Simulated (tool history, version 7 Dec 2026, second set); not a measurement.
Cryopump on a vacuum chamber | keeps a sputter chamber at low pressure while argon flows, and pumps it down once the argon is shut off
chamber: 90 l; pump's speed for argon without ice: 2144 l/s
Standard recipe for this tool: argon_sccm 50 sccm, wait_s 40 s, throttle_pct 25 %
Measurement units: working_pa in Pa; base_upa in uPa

run     day  argon_sccm  wait_s  throttle_pct  working_pa  base_upa
  1   0.000          50      40            25      0.1686      1.27
  2   0.908          50      40            25      0.1693      1.31
  3   1.992          50      40            35      0.1243      1.28
  4   3.083          50      40            35      0.1240      1.31
  5   4.229          50      40            36      0.1218      1.33
  6   5.575          50      40            28      0.1542      1.38
  7   6.671          50      40            25      0.1715      1.35
  8   7.958          50      40            25      0.1704      1.43
      8.925  -- pump warmed up, emptied and cooled again
  9   9.167          50      40            25      0.1585      1.23
 10  10.117          50      40            25      0.1602      1.30
 11  10.958          50     146            25      0.1588      0.70
 12  12.142          50     146            25      0.1599      0.71
 13  13.504          50     146            25      0.1585      0.75
 14  14.471          50     146            25      0.1591      0.75
 15  15.333          50     146            27      0.1486      0.76
 16  16.100          50     146            27      0.1470      0.75
 17  17.508          50     146            27      0.1485      0.77
 18  18.571          57      21            25      0.1823      2.01
 19  19.883          34      54            25      0.1096      1.17
 20  21.071          34      54            25      0.1105      1.18
 21  21.954          28      40            25      0.0903      1.39
 22  22.871          40     247            25      0.1294      0.73
 23  23.504          50      40            58      0.0720      1.41

Run 24 has not been measured yet. What should we expect?
 24  24.254          50      40            58           ?         ?

{"run 24": {"working_pa": 0.0721, "base_upa": 1.35}}
With the hidden condition absent and the run-to-run variation left alone, this run would have shown working_pa 0.0682 Pa, base_upa 0.87 uPa.

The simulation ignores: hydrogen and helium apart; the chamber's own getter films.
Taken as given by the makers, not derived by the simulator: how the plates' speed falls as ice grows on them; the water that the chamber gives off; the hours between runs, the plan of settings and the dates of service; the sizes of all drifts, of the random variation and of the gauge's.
